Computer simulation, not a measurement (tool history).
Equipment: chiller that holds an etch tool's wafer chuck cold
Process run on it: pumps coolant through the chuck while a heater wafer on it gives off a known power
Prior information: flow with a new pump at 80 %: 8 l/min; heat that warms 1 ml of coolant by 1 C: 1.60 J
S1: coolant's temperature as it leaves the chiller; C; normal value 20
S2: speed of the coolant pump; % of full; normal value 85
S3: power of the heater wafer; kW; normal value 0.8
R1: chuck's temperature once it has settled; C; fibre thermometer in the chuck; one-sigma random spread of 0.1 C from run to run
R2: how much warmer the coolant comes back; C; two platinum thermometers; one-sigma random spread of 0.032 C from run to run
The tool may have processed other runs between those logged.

Run 1, hour 0: usual settings. Result: R1 28.2 C, R2 3.52 C.
Run 2, hour 58.1: usual settings. Result: R1 28.2 C, R2 3.54 C.
Run 3, hour 125.2: usual settings. Result: R1 28 C, R2 3.51 C.
Run 4, hour 167: usual settings. Result: R1 28.3 C, R2 3.49 C.
Run 5, hour 223.9: usual settings. Result: R1 28.4 C, R2 3.54 C.
Run 6, hour 267.3: usual settings. Result: R1 28.2 C, R2 3.54 C.
Run 7, hour 306.9: usual settings. Result: R1 28.3 C, R2 3.51 C.
Run 8, hour 350.7: usual settings. Result: R1 28.3 C, R2 3.48 C.
Run 9, hour 383.9: usual settings. Result: R1 28.3 C, R2 3.53 C.
Run 10, hour 425.7: usual settings. Result: R1 28.4 C, R2 3.48 C.
Run 11, hour 481.9: usual settings. Result: R1 28.3 C, R2 3.49 C.
Run 12, hour 542.6: usual settings but S1 28 C. Result: R1 36.1 C, R2 3.48 C.
Run 13, hour 591.5: usual settings but S1 14 C. Result: R1 22.4 C, R2 3.57 C.
Run 14, hour 643.4: usual settings but S2 67 % of full, S3 0.657 kW. Result: R1 28.5 C, R2 3.63 C.

What does the tool deliver on the next run?
Run 15, hour 714.7: usual settings but S1 14 C, S2 96 % of full, S3 0.687 kW. Result: R1 ?, R2 ?.

R1: 20.4 C
R2: 2.67 C
Without the tool's hidden state the same run would have given R1 20.4 C, R2 2.67 C.

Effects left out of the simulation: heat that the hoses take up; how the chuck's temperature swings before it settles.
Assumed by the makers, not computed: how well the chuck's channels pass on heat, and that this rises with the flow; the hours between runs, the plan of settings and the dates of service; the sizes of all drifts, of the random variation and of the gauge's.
